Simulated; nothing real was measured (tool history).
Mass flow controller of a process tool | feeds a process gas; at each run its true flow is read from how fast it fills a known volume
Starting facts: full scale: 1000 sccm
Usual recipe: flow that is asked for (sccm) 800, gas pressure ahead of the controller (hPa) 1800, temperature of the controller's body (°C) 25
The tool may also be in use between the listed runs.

run    hour  flow that is asked for (sccm)  gas pressure ahead of the controller (hPa)  temperature of the controller's body (°C)  true flow (%)
  1     0.0                            800                                        1800                                         25         101.14
  2   112.1                            800                                        1800                                         25         101.18
  3   228.8                            800                                        1800                                         25         101.16
  4   361.9                            268                                        1800                                         25         102.06
  5   498.6                            800                                        1800                                         25         101.29
  6   643.7                            326                                        1800                                         25         101.88
  7   783.2                            326                                        1800                                         25         102.02
  8   921.4                            121                                        1800                                         25         104.50
  9  1105.6                            800                                        2470                                         25         101.55
 10  1281.8                            800                                        2190                                         25         101.51
 11  1413.3                            800                                        2190                                         25         101.65
 12  1546.4                            800                                        2190                                         25         101.62
 13  1688.7                            800                                        2190                                         25         101.65
 14  1832.4                            727                                        2190                                         25         101.73
 15  1961.6                            727                                        2190                                         25         101.79
 16  2052.5                            800                                        1670                                         25         101.59
 17  2207.2                            683                                        1680                                         27         101.67
 18  2349.2                            251                                        1800                                         25         103.22
 19  2481.0                            251                                        1800                                         25         103.24
 20  2605.6                            251                                        1800                                         25         103.39
 21  2776.1                            280                                        1980                                         21         103.44
 22  2908.4                            280                                        1980                                         21         103.54
 23  3008.9                            198                                        1800                                         28         104.31
 24  3147.3                            149                                        1800                                         26         105.49

The next listed run, before its measurement:
 25  3222.7                            654                                        1770                                         23              ?

For run 25 the tool returned true flow (%) 102.21.
Had the tool carried no hidden state, the very same run would have given true flow (%) 99.88.
